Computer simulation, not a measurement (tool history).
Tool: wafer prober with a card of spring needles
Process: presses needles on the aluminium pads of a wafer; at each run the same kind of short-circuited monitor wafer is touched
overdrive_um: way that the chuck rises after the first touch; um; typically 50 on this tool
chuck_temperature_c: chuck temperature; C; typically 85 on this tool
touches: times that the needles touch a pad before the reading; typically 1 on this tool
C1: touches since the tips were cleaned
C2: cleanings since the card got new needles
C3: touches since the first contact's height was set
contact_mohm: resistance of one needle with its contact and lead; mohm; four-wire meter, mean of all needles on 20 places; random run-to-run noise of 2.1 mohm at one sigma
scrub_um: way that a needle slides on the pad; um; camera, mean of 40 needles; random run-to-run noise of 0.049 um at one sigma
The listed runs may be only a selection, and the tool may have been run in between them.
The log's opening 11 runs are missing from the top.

{"run": 12, "hour": 181.5, "overdrive_um": 59, "chuck_temperature_c": 85, "touches": 1, "C1": 3632, "C2": 16, "C3": 120013, "contact_mohm": 247, "scrub_um": 9.1}
{"hour": 194.0, "done": "tips cleaned on abrasive film"}
{"run": 13, "hour": 202.7, "overdrive_um": 35, "chuck_temperature_c": 85, "touches": 1, "C1": 1990, "C2": 17, "C3": 124837, "contact_mohm": 287, "scrub_um": 5.24}
{"run": 14, "hour": 220.8, "overdrive_um": 35, "chuck_temperature_c": 85, "touches": 1, "C1": 6117, "C2": 17, "C3": 128964, "contact_mohm": 317, "scrub_um": 5.25}
{"hour": 223.0, "done": "tips cleaned on abrasive film"}
{"run": 15, "hour": 233.6, "overdrive_um": 50, "chuck_temperature_c": 105, "touches": 1, "C1": 2420, "C2": 18, "C3": 131875, "contact_mohm": 259, "scrub_um": 7.67}
{"hour": 251.3, "done": "tips cleaned on abrasive film"}
{"run": 16, "hour": 251.3, "overdrive_um": 50, "chuck_temperature_c": 85, "touches": 1, "C1": 0, "C2": 19, "C3": 135885, "contact_mohm": 237, "scrub_um": 7.7}
{"run": 17, "hour": 268.0, "overdrive_um": 50, "chuck_temperature_c": 85, "touches": 1, "C1": 3816, "C2": 19, "C3": 139701, "contact_mohm": 261, "scrub_um": 7.6}
{"hour": 279.5, "done": "tips cleaned on abrasive film"}
{"run": 18, "hour": 280.5, "overdrive_um": 38, "chuck_temperature_c": 27, "touches": 2, "C1": 238, "C2": 20, "C3": 142545, "contact_mohm": 232, "scrub_um": 5.64}
{"run": 19, "hour": 295.7, "overdrive_um": 32, "chuck_temperature_c": 27, "touches": 1, "C1": 3699, "C2": 20, "C3": 146006, "contact_mohm": 304, "scrub_um": 4.86}
{"hour": 308.5, "done": "tips cleaned on abrasive film"}
{"run": 20, "hour": 310.4, "overdrive_um": 32, "chuck_temperature_c": 27, "touches": 1, "C1": 439, "C2": 21, "C3": 149339, "contact_mohm": 257, "scrub_um": 4.73}
{"run": 21, "hour": 321.9, "overdrive_um": 68, "chuck_temperature_c": 74, "touches": 1, "C1": 3070, "C2": 21, "C3": 151970, "contact_mohm": 241, "scrub_um": 10.35}
{"hour": 336.9, "done": "tips cleaned on abrasive film"}
{"run": 22, "hour": 342.6, "overdrive_um": 68, "chuck_temperature_c": 74, "touches": 1, "C1": 1298, "C2": 22, "C3": 156660, "contact_mohm": 233, "scrub_um": 10.38}
{"run": 23, "hour": 359.3, "overdrive_um": 67, "chuck_temperature_c": 31, "touches": 2, "C1": 5114, "C2": 22, "C3": 160476, "contact_mohm": 227, "scrub_um": 10.21}
{"hour": 366.0, "done": "tips cleaned on abrasive film"}
{"run": 24, "hour": 381.0, "overdrive_um": 50, "chuck_temperature_c": 85, "touches": 2, "C1": 3437, "C2": 23, "C3": 165418, "contact_mohm": 248, "scrub_um": 7.54}
{"hour": 394.0, "done": "tips cleaned on abrasive film"}
{"run": 25, "hour": 396.0, "overdrive_um": 50, "chuck_temperature_c": 57, "touches": 3, "C1": 453, "C2": 24, "C3": 168811, "contact_mohm": 228, "scrub_um": 7.46}
{"run": 26, "hour": 417.4, "overdrive_um": 50, "chuck_temperature_c": 57, "touches": 3, "C1": 5346, "C2": 24, "C3": 173704, "contact_mohm": 242, "scrub_um": 7.47}
{"hour": 422.5, "done": "tips cleaned on abrasive film"}
{"run": 27, "hour": 432.7, "overdrive_um": 50, "chuck_temperature_c": 57, "touches": 3, "C1": 2323, "C2": 25, "C3": 177175, "contact_mohm": 236, "scrub_um": 7.41}
{"run": 28, "hour": 446.6, "overdrive_um": 44, "chuck_temperature_c": 45, "touches": 3, "C1": 5490, "C2": 25, "C3": 180342, "contact_mohm": 248, "scrub_um": 6.57}
{"hour": 450.8, "done": "tips cleaned on abrasive film"}
{"run": 29, "hour": 467.5, "overdrive_um": 52, "chuck_temperature_c": 37, "touches": 1, "C1": 3810, "C2": 26, "C3": 185109, "contact_mohm": 252, "scrub_um": 7.81}
{"hour": 479.3, "done": "tips cleaned on abrasive film"}
{"run": 30, "hour": 486.4, "overdrive_um": 52, "chuck_temperature_c": 37, "touches": 1, "C1": 1602, "C2": 27, "C3": 189383, "contact_mohm": 239, "scrub_um": 7.86}
{"hour": 508.5, "done": "tips cleaned on abrasive film"}
{"run": 31, "hour": 509.6, "overdrive_um": 48, "chuck_temperature_c": 29, "touches": 2, "C1": 264, "C2": 28, "C3": 194674, "contact_mohm": 226, "scrub_um": 7.21}
{"run": 32, "hour": 532.5, "overdrive_um": 50, "chuck_temperature_c": 28, "touches": 3, "C1": 5488, "C2": 28, "C3": 199898, "contact_mohm": 236, "scrub_um": 7.41}
{"hour": 534.6, "done": "height of the first contact set anew"}
{"hour": 537.8, "done": "tips cleaned on abrasive film"}
{"run": 33, "hour": 543.5, "overdrive_um": 62, "chuck_temperature_c": 27, "touches": 1, "C1": 1301, "C2": 29, "C3": 2002, "contact_mohm": 223, "scrub_um": 9.81}

Alternative continuations, all from the tool just after run 33; predict every row:
{"run": "A", "hour": 558.9, "overdrive_um": 31, "chuck_temperature_c": 85, "touches": 1, "C1": 4813, "C2": 29, "C3": 5514, "contact_mohm": "?", "scrub_um": "?"}
{"run": "B", "hour": 558.9, "overdrive_um": 35, "chuck_temperature_c": 27, "touches": 1, "C1": 4813, "C2": 29, "C3": 5514, "contact_mohm": "?", "scrub_um": "?"}
{"run": "C", "hour": 558.9, "overdrive_um": 46, "chuck_temperature_c": 31, "touches": 1, "C1": 4813, "C2": 29, "C3": 5514, "contact_mohm": "?", "scrub_um": "?"}
{"run": "D", "hour": 558.9, "overdrive_um": 38, "chuck_temperature_c": 26, "touches": 3, "C1": 4813, "C2": 29, "C3": 5514, "contact_mohm": "?", "scrub_um": "?"}
{"run": "E", "hour": 558.9, "overdrive_um": 60, "chuck_temperature_c": 104, "touches": 1, "C1": 4813, "C2": 29, "C3": 5514, "contact_mohm": "?", "scrub_um": "?"}

run=A contact_mohm=327 scrub_um=4.91
run=B contact_mohm=298 scrub_um=5.54
run=C contact_mohm=260 scrub_um=7.29
run=D contact_mohm=248 scrub_um=6.03
run=E contact_mohm=258 scrub_um=9.43
Without the tool's unlogged condition, the same runs would have read:
run=A contact_mohm=245 scrub_um=4.93
run=B contact_mohm=227 scrub_um=5.55
run=C contact_mohm=218 scrub_um=7.3
run=D contact_mohm=226 scrub_um=6.05
run=E contact_mohm=235 scrub_um=9.44
